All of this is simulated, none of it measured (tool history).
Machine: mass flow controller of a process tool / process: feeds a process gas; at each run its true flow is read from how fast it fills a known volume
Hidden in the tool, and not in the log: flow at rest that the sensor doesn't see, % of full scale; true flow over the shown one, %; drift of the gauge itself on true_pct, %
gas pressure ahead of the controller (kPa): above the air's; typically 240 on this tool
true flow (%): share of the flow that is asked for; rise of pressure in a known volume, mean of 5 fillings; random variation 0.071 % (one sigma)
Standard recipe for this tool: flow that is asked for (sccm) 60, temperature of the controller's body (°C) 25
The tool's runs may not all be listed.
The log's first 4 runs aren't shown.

run,hour,flow that is asked for (sccm),gas pressure ahead of the controller (kPa),temperature of the controller's body (°C),hours of work since the controller was set to zero,hours of work since the controller was changed,true flow (%)
5,653.4,60,240,25,3049,3049,99.39
6,781.3,60,240,25,3132,3132,99.22
7,930.6,60,240,25,3229,3229,99.13
8,1063.7,60,240,25,3316,3316,99.15
9,1163.4,60,240,25,3381,3381,99.11
10,1365.5,60,240,25,3512,3512,99.03
11,1480.6,60,240,32,3587,3587,99.34
12,1602.6,60,240,32,3667,3667,99.24
13,1832.4,60,240,32,3816,3816,99.31
14,2007.2,60,240,32,3930,3930,99.38
15,2180.1,60,240,25,4042,4042,98.83
16,2341.6,60,240,29,4147,4147,99
17,2519.9,60,240,25,4263,4263,98.71
18,2726.3,60,240,25,4398,4398,98.69
19,2939.6,45,162,29,4536,4536,98.07

Run 20 is up next; what results do you expect?
20,3109.6,45,162,29,4647,4647,?

true flow (%): 97.98
On a tool with no hidden condition, and with the same random variation, this run would have come out at true flow (%) 98.83.

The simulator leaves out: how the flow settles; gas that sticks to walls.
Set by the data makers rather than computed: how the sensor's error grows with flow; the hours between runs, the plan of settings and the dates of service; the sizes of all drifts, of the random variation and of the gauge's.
